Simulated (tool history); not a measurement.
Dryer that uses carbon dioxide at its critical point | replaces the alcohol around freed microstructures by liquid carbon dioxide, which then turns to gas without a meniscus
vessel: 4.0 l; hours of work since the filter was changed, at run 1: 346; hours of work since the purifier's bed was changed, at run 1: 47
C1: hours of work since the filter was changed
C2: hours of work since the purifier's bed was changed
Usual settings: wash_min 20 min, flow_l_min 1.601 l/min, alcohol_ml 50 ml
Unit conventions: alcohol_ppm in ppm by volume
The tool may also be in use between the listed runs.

run 1 hour=0 | wash_min=20 flow_l_min=1.601 alcohol_ml=50 | C1=346 C2=47 | alcohol_ppm=81
run 2 hour=13.7 | wash_min=20 flow_l_min=1.601 alcohol_ml=50 | C1=350 C2=51 | alcohol_ppm=66
run 3 hour=27.4 | wash_min=20 flow_l_min=1.601 alcohol_ml=50 | C1=354 C2=55 | alcohol_ppm=71
run 4 hour=40.9 | wash_min=20 flow_l_min=1.601 alcohol_ml=50 | C1=359 C2=59 | alcohol_ppm=67
run 5 hour=50.5 | wash_min=20 flow_l_min=1.601 alcohol_ml=50 | C1=362 C2=62 | alcohol_ppm=74
run 6 hour=59.3 | wash_min=20 flow_l_min=1.601 alcohol_ml=50 | C1=364 C2=65 | alcohol_ppm=71
run 7 hour=70.4 | wash_min=20 flow_l_min=1.601 alcohol_ml=56 | C1=368 C2=69 | alcohol_ppm=90
run 8 hour=78.9 | wash_min=20 flow_l_min=1.601 alcohol_ml=56 | C1=370 C2=71 | alcohol_ppm=82
run 9 hour=87.7 | wash_min=20 flow_l_min=1.601 alcohol_ml=56 | C1=373 C2=74 | alcohol_ppm=88
run 10 hour=95.8 | wash_min=20 flow_l_min=1.601 alcohol_ml=91 | C1=376 C2=76 | alcohol_ppm=135
run 11 hour=103.9 | wash_min=20 flow_l_min=1.71 alcohol_ml=50 | C1=378 C2=79 | alcohol_ppm=63
run 12 hour=112.3 | wash_min=21 flow_l_min=1.601 alcohol_ml=50 | C1=381 C2=82 | alcohol_ppm=66
run 13 hour=121.8 | wash_min=21 flow_l_min=1.601 alcohol_ml=50 | C1=384 C2=85 | alcohol_ppm=75
run 14 hour=132.9 | wash_min=21 flow_l_min=1.601 alcohol_ml=50 | C1=387 C2=88 | alcohol_ppm=69
run 15 hour=145.9 | wash_min=20 flow_l_min=1.601 alcohol_ml=50 | C1=391 C2=92 | alcohol_ppm=83
run 16 hour=157.6 | wash_min=20 flow_l_min=1.601 alcohol_ml=50 | C1=395 C2=96 | alcohol_ppm=86
run 17 hour=167.2 | wash_min=20 flow_l_min=1.601 alcohol_ml=50 | C1=398 C2=99 | alcohol_ppm=84
run 18 hour=174.9 | wash_min=20 flow_l_min=1.601 alcohol_ml=50 | C1=400 C2=101 | alcohol_ppm=93
run 19 hour=187.1 | wash_min=20 flow_l_min=1.601 alcohol_ml=50 | C1=404 C2=105 | alcohol_ppm=93
run 20 hour=196.3 | wash_min=20 flow_l_min=1.601 alcohol_ml=50 | C1=407 C2=108 | alcohol_ppm=88
run 21 hour=204.9 | wash_min=32 flow_l_min=1.601 alcohol_ml=50 | C1=410 C2=110 | alcohol_ppm=41
-- hour=208.1 inlet filter changed
run 22 hour=216.6 | wash_min=18 flow_l_min=1.601 alcohol_ml=50 | C1=3 C2=114 | alcohol_ppm=80
run 23 hour=226.6 | wash_min=18 flow_l_min=1.601 alcohol_ml=50 | C1=6 C2=117 | alcohol_ppm=88
run 24 hour=234.9 | wash_min=18 flow_l_min=1.601 alcohol_ml=50 | C1=8 C2=119 | alcohol_ppm=101
run 25 hour=243.2 | wash_min=18 flow_l_min=1.601 alcohol_ml=50 | C1=11 C2=122 | alcohol_ppm=82
run 26 hour=256.1 | wash_min=26 flow_l_min=1.2 alcohol_ml=91 | C1=15 C2=126 | alcohol_ppm=109
run 27 hour=268.4 | wash_min=26 flow_l_min=1.2 alcohol_ml=91 | C1=19 C2=130 | alcohol_ppm=107
run 28 hour=274.8 | wash_min=26 flow_l_min=1.2 alcohol_ml=91 | C1=21 C2=132 | alcohol_ppm=113
run 29 hour=280.7 | wash_min=26 flow_l_min=1.8 alcohol_ml=91 | C1=22 C2=133 | alcohol_ppm=40
run 30 hour=294.5 | wash_min=30 flow_l_min=1.12 alcohol_ml=50 | C1=27 C2=138 | alcohol_ppm=72
run 31 hour=302.3 | wash_min=26 flow_l_min=1.48 alcohol_ml=51 | C1=29 C2=140 | alcohol_ppm=58
run 32 hour=316.1 | wash_min=15 flow_l_min=1.601 alcohol_ml=39 | C1=33 C2=144 | alcohol_ppm=154
run 33 hour=324.7 | wash_min=20 flow_l_min=1.13 alcohol_ml=29 | C1=36 C2=147 | alcohol_ppm=158
run 34 hour=332.8 | wash_min=20 flow_l_min=1.13 alcohol_ml=29 | C1=39 C2=150 | alcohol_ppm=169
run 35 hour=339.6 | wash_min=20 flow_l_min=2.36 alcohol_ml=28 | C1=41 C2=152 | alcohol_ppm=45
run 36 hour=353.7 | wash_min=14 flow_l_min=2.01 alcohol_ml=50 | C1=45 C2=156 | alcohol_ppm=101
run 37 hour=361 | wash_min=17 flow_l_min=1.9 alcohol_ml=44 | C1=47 C2=158 | alcohol_ppm=69
run 38 hour=367 | wash_min=17 flow_l_min=1.9 alcohol_ml=44 | C1=49 C2=160 | alcohol_ppm=71
run 39 hour=375.9 | wash_min=17 flow_l_min=1.9 alcohol_ml=44 | C1=52 C2=163 | alcohol_ppm=71
run 40 hour=383.9 | wash_min=14 flow_l_min=0.98 alcohol_ml=57 | C1=54 C2=165 | alcohol_ppm=1233
run 41 hour=393.7 | wash_min=17 flow_l_min=1.74 alcohol_ml=63 | C1=58 C2=169 | alcohol_ppm=109
run 42 hour=404.5 | wash_min=17 flow_l_min=1.74 alcohol_ml=63 | C1=61 C2=172 | alcohol_ppm=107
run 43 hour=415.2 | wash_min=17 flow_l_min=1.74 alcohol_ml=63 | C1=64 C2=175 | alcohol_ppm=96
run 44 hour=425.5 | wash_min=24 flow_l_min=1.601 alcohol_ml=27 | C1=67 C2=178 | alcohol_ppm=59
run 45 hour=435.3 | wash_min=27 flow_l_min=1.01 alcohol_ml=45 | C1=70 C2=181 | alcohol_ppm=136
run 46 hour=442.6 | wash_min=12 flow_l_min=1.601 alcohol_ml=20 | C1=73 C2=184 | alcohol_ppm=193
run 47 hour=454 | wash_min=17 flow_l_min=1.21 alcohol_ml=24 | C1=76 C2=187 | alcohol_ppm=192

Branching from run 47: 4 alternative next runs. What would each branch give?
run A hour=459.8 | wash_min=18 flow_l_min=1.31 alcohol_ml=51 | C1=78 C2=189 | alcohol_ppm=?
run B hour=459.8 | wash_min=17 flow_l_min=1.75 alcohol_ml=42 | C1=78 C2=189 | alcohol_ppm=?
run C hour=459.8 | wash_min=20 flow_l_min=1.82 alcohol_ml=117 | C1=78 C2=189 | alcohol_ppm=?
run D hour=459.8 | wash_min=17 flow_l_min=2.37 alcohol_ml=71 | C1=78 C2=189 | alcohol_ppm=?

run=A alcohol_ppm=228
run=B alcohol_ppm=92
run=C alcohol_ppm=96
run=D alcohol_ppm=67
Without the tool's unlogged condition, the same runs would have read:
run=A alcohol_ppm=157
run=B alcohol_ppm=34
run=C alcohol_ppm=41
run=D alcohol_ppm=13
